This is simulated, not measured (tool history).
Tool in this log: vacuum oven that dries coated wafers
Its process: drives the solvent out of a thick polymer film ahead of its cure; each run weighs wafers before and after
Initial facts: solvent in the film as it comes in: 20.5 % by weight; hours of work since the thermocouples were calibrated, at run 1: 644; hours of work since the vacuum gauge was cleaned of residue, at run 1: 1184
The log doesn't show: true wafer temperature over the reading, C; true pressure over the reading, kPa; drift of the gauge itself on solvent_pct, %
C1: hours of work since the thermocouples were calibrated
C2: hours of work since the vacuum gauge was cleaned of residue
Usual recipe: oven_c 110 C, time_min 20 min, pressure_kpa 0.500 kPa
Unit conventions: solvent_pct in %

{"run": 1, "hour": 0.0, "oven_c": 110, "time_min": 20, "pressure_kpa": 0.5, "C1": 644, "C2": 1184, "solvent_pct": 1.0}
{"run": 2, "hour": 40.2, "oven_c": 110, "time_min": 20, "pressure_kpa": 1.988, "C1": 665, "C2": 1205, "solvent_pct": 1.63}
{"run": 3, "hour": 93.2, "oven_c": 99, "time_min": 20, "pressure_kpa": 0.5, "C1": 692, "C2": 1232, "solvent_pct": 4.04}
{"run": 4, "hour": 158.5, "oven_c": 99, "time_min": 20, "pressure_kpa": 0.926, "C1": 726, "C2": 1265, "solvent_pct": 4.24}
{"run": 5, "hour": 201.8, "oven_c": 99, "time_min": 20, "pressure_kpa": 0.926, "C1": 748, "C2": 1288, "solvent_pct": 4.24}
{"run": 6, "hour": 286.9, "oven_c": 99, "time_min": 20, "pressure_kpa": 0.926, "C1": 792, "C2": 1331, "solvent_pct": 4.21}
{"run": 7, "hour": 351.1, "oven_c": 110, "time_min": 20, "pressure_kpa": 0.5, "C1": 825, "C2": 1364, "solvent_pct": 1.0}
{"run": 8, "hour": 426.5, "oven_c": 110, "time_min": 20, "pressure_kpa": 0.5, "C1": 864, "C2": 1403, "solvent_pct": 1.06}
{"run": 9, "hour": 476.9, "oven_c": 110, "time_min": 20, "pressure_kpa": 0.5, "C1": 889, "C2": 1429, "solvent_pct": 1.05}
{"run": 10, "hour": 521.1, "oven_c": 110, "time_min": 20, "pressure_kpa": 0.5, "C1": 912, "C2": 1452, "solvent_pct": 1.07}
{"run": 11, "hour": 573.1, "oven_c": 110, "time_min": 20, "pressure_kpa": 0.5, "C1": 939, "C2": 1478, "solvent_pct": 1.08}
{"run": 12, "hour": 611.8, "oven_c": 110, "time_min": 20, "pressure_kpa": 0.5, "C1": 959, "C2": 1498, "solvent_pct": 1.09}
{"run": 13, "hour": 676.5, "oven_c": 110, "time_min": 20, "pressure_kpa": 0.5, "C1": 992, "C2": 1531, "solvent_pct": 1.05}
{"run": 14, "hour": 759.4, "oven_c": 110, "time_min": 20, "pressure_kpa": 0.5, "C1": 1035, "C2": 1574, "solvent_pct": 1.14}
{"run": 15, "hour": 797.0, "oven_c": 110, "time_min": 20, "pressure_kpa": 0.5, "C1": 1054, "C2": 1593, "solvent_pct": 1.11}
{"run": 16, "hour": 852.4, "oven_c": 110, "time_min": 20, "pressure_kpa": 0.5, "C1": 1082, "C2": 1622, "solvent_pct": 1.1}
{"run": 17, "hour": 936.3, "oven_c": 110, "time_min": 20, "pressure_kpa": 0.5, "C1": 1125, "C2": 1665, "solvent_pct": 1.15}
{"run": 18, "hour": 980.4, "oven_c": 110, "time_min": 20, "pressure_kpa": 0.487, "C1": 1148, "C2": 1687, "solvent_pct": 1.09}
{"run": 19, "hour": 1047.5, "oven_c": 110, "time_min": 12, "pressure_kpa": 0.5, "C1": 1182, "C2": 1722, "solvent_pct": 3.01}
{"run": 20, "hour": 1131.6, "oven_c": 124, "time_min": 12, "pressure_kpa": 0.5, "C1": 1226, "C2": 1765, "solvent_pct": 0.42}
{"run": 21, "hour": 1198.9, "oven_c": 110, "time_min": 23, "pressure_kpa": 0.5, "C1": 1260, "C2": 1800, "solvent_pct": 0.8}
{"run": 22, "hour": 1241.5, "oven_c": 110, "time_min": 23, "pressure_kpa": 0.5, "C1": 1282, "C2": 1821, "solvent_pct": 0.88}
{"run": 23, "hour": 1302.5, "oven_c": 119, "time_min": 20, "pressure_kpa": 0.937, "C1": 1313, "C2": 1853, "solvent_pct": 0.49}
{"run": 24, "hour": 1351.7, "oven_c": 102, "time_min": 13, "pressure_kpa": 0.937, "C1": 1339, "C2": 1878, "solvent_pct": 5.8}
{"run": 25, "hour": 1417.9, "oven_c": 113, "time_min": 30, "pressure_kpa": 0.556, "C1": 1373, "C2": 1912, "solvent_pct": 0.36}
{"run": 26, "hour": 1499.2, "oven_c": 111, "time_min": 14, "pressure_kpa": 0.993, "C1": 1414, "C2": 1954, "solvent_pct": 2.27}
{"run": 27, "hour": 1548.7, "oven_c": 111, "time_min": 14, "pressure_kpa": 0.993, "C1": 1440, "C2": 1979, "solvent_pct": 2.34}
{"hour": 1590.4, "done": "oven's thermocouples calibrated"}
{"run": 28, "hour": 1633.5, "oven_c": 110, "time_min": 17, "pressure_kpa": 0.268, "C1": 22, "C2": 2022, "solvent_pct": 1.78}
{"run": 29, "hour": 1680.8, "oven_c": 110, "time_min": 17, "pressure_kpa": 0.268, "C1": 46, "C2": 2046, "solvent_pct": 1.73}
{"run": 30, "hour": 1727.3, "oven_c": 114, "time_min": 24, "pressure_kpa": 1.88, "C1": 70, "C2": 2070, "solvent_pct": 1.06}
{"run": 31, "hour": 1783.4, "oven_c": 115, "time_min": 11, "pressure_kpa": 0.5, "C1": 99, "C2": 2099, "solvent_pct": 2.29}
{"run": 32, "hour": 1836.3, "oven_c": 116, "time_min": 17, "pressure_kpa": 0.813, "C1": 126, "C2": 2126, "solvent_pct": 0.94}
{"hour": 1910.7, "done": "oven's thermocouples calibrated, once more"}
{"run": 33, "hour": 1920.3, "oven_c": 114, "time_min": 33, "pressure_kpa": 1.668, "C1": 5, "C2": 2168, "solvent_pct": 0.74}
{"run": 34, "hour": 1961.1, "oven_c": 110, "time_min": 12, "pressure_kpa": 0.685, "C1": 26, "C2": 2189, "solvent_pct": 2.81}
{"run": 35, "hour": 2022.5, "oven_c": 110, "time_min": 12, "pressure_kpa": 0.685, "C1": 57, "C2": 2221, "solvent_pct": 2.85}
{"run": 36, "hour": 2066.7, "oven_c": 102, "time_min": 31, "pressure_kpa": 0.504, "C1": 80, "C2": 2243, "solvent_pct": 1.34}
{"run": 37, "hour": 2111.8, "oven_c": 110, "time_min": 20, "pressure_kpa": 0.392, "C1": 103, "C2": 2266, "solvent_pct": 1.01}
{"run": 38, "hour": 2198.9, "oven_c": 110, "time_min": 20, "pressure_kpa": 0.392, "C1": 148, "C2": 2311, "solvent_pct": 1.04}
{"run": 39, "hour": 2283.7, "oven_c": 110, "time_min": 20, "pressure_kpa": 1.147, "C1": 192, "C2": 2355, "solvent_pct": 1.32}
{"run": 40, "hour": 2346.7, "oven_c": 110, "time_min": 20, "pressure_kpa": 1.147, "C1": 224, "C2": 2387, "solvent_pct": 1.31}
{"run": 41, "hour": 2411.6, "oven_c": 110, "time_min": 20, "pressure_kpa": 1.147, "C1": 257, "C2": 2420, "solvent_pct": 1.38}
{"run": 42, "hour": 2452.3, "oven_c": 104, "time_min": 20, "pressure_kpa": 1.389, "C1": 278, "C2": 2441, "solvent_pct": 2.85}
{"hour": 2461.3, "done": "vacuum gauge cleaned of residue and calibrated"}
{"run": 43, "hour": 2497.3, "oven_c": 104, "time_min": 20, "pressure_kpa": 1.389, "C1": 301, "C2": 19, "solvent_pct": 2.71}
{"run": 44, "hour": 2586.0, "oven_c": 101, "time_min": 20, "pressure_kpa": 0.538, "C1": 346, "C2": 64, "solvent_pct": 3.25}

Alternative continuations, all from the tool just after run 44; predict every row:
{"run": "A", "hour": 2633.9, "oven_c": 96, "time_min": 19, "pressure_kpa": 0.746, "C1": 371, "C2": 89, "solvent_pct": "?"}
{"run": "B", "hour": 2633.9, "oven_c": 110, "time_min": 20, "pressure_kpa": 1.136, "C1": 371, "C2": 89, "solvent_pct": "?"}
{"run": "C", "hour": 2633.9, "oven_c": 110, "time_min": 25, "pressure_kpa": 0.5, "C1": 371, "C2": 89, "solvent_pct": "?"}
{"run": "D", "hour": 2633.9, "oven_c": 109, "time_min": 20, "pressure_kpa": 0.729, "C1": 371, "C2": 89, "solvent_pct": "?"}
{"run": "E", "hour": 2633.9, "oven_c": 101, "time_min": 20, "pressure_kpa": 0.744, "C1": 371, "C2": 89, "solvent_pct": "?"}

run=A solvent_pct=5.62
run=B solvent_pct=1.24
run=C solvent_pct=0.55
run=D solvent_pct=1.21
run=E solvent_pct=3.40
Take away the tool's hidden state, keep each run's random variation, and the runs would have read:
run=A solvent_pct=5.26
run=B solvent_pct=1.10
run=C solvent_pct=0.47
run=D solvent_pct=1.06
run=E solvent_pct=3.10
